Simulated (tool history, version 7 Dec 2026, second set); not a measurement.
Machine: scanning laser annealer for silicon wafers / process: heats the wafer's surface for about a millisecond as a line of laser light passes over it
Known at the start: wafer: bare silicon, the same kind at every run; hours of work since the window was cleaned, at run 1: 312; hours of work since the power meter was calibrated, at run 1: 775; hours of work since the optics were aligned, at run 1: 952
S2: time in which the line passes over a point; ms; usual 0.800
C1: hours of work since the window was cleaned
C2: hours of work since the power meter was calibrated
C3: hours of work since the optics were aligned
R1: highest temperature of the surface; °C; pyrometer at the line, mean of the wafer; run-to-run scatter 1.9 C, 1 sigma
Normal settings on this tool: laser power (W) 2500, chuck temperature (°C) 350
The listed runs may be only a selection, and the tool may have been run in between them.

{"run": 1, "hour": 0.0, "laser power (W)": 2500, "S2": 0.8, "chuck temperature (°C)": 350, "C1": 312, "C2": 775, "C3": 952, "R1": 1092}
{"hour": 18.9, "done": "optics aligned, line set to its width"}
{"run": 2, "hour": 21.7, "laser power (W)": 2500, "S2": 0.8, "chuck temperature (°C)": 350, "C1": 324, "C2": 787, "C3": 2, "R1": 1097}
{"run": 3, "hour": 37.8, "laser power (W)": 2500, "S2": 0.8, "chuck temperature (°C)": 350, "C1": 336, "C2": 798, "C3": 13, "R1": 1099}
{"run": 4, "hour": 74.5, "laser power (W)": 2500, "S2": 0.8, "chuck temperature (°C)": 350, "C1": 362, "C2": 824, "C3": 40, "R1": 1096}
{"run": 5, "hour": 111.6, "laser power (W)": 2500, "S2": 0.8, "chuck temperature (°C)": 374, "C1": 388, "C2": 851, "C3": 66, "R1": 1118}
{"run": 6, "hour": 135.0, "laser power (W)": 2500, "S2": 0.8, "chuck temperature (°C)": 374, "C1": 405, "C2": 867, "C3": 83, "R1": 1120}
{"run": 7, "hour": 154.9, "laser power (W)": 2500, "S2": 0.8, "chuck temperature (°C)": 374, "C1": 419, "C2": 882, "C3": 97, "R1": 1119}
{"run": 8, "hour": 191.7, "laser power (W)": 2500, "S2": 0.8, "chuck temperature (°C)": 374, "C1": 445, "C2": 908, "C3": 123, "R1": 1120}
{"run": 9, "hour": 224.7, "laser power (W)": 2546, "S2": 0.8, "chuck temperature (°C)": 374, "C1": 469, "C2": 931, "C3": 146, "R1": 1127}
{"run": 10, "hour": 240.0, "laser power (W)": 2546, "S2": 0.8, "chuck temperature (°C)": 374, "C1": 479, "C2": 942, "C3": 157, "R1": 1129}
{"run": 11, "hour": 273.0, "laser power (W)": 2330, "S2": 0.839, "chuck temperature (°C)": 350, "C1": 503, "C2": 966, "C3": 181, "R1": 1050}
{"run": 12, "hour": 293.7, "laser power (W)": 2249, "S2": 0.641, "chuck temperature (°C)": 350, "C1": 518, "C2": 980, "C3": 195, "R1": 940}
{"run": 13, "hour": 322.5, "laser power (W)": 2667, "S2": 0.641, "chuck temperature (°C)": 387, "C1": 538, "C2": 1001, "C3": 216, "R1": 1101}
{"run": 14, "hour": 358.3, "laser power (W)": 2455, "S2": 0.8, "chuck temperature (°C)": 350, "C1": 564, "C2": 1026, "C3": 241, "R1": 1072}
{"run": 15, "hour": 386.0, "laser power (W)": 2323, "S2": 0.571, "chuck temperature (°C)": 315, "C1": 583, "C2": 1046, "C3": 261, "R1": 889}
{"run": 16, "hour": 418.0, "laser power (W)": 2642, "S2": 0.864, "chuck temperature (°C)": 371, "C1": 606, "C2": 1069, "C3": 284, "R1": 1180}

Across each entry between runs, compare the hidden state at the last listed run before it with the hidden state at the first listed run after it:
Runs 1 to 2: optics aligned, line set to its width (hour 18.9)
  light that passes the window, % of a clean one's: 98.09 -> 98.04; laser's true power over the reading, %: -0.78 -> -0.79; width of the line over the set one, %: 1.65 -> 0.29
  the result without the hidden state subtracted from the measured one, R1: -32 -> -26 °C

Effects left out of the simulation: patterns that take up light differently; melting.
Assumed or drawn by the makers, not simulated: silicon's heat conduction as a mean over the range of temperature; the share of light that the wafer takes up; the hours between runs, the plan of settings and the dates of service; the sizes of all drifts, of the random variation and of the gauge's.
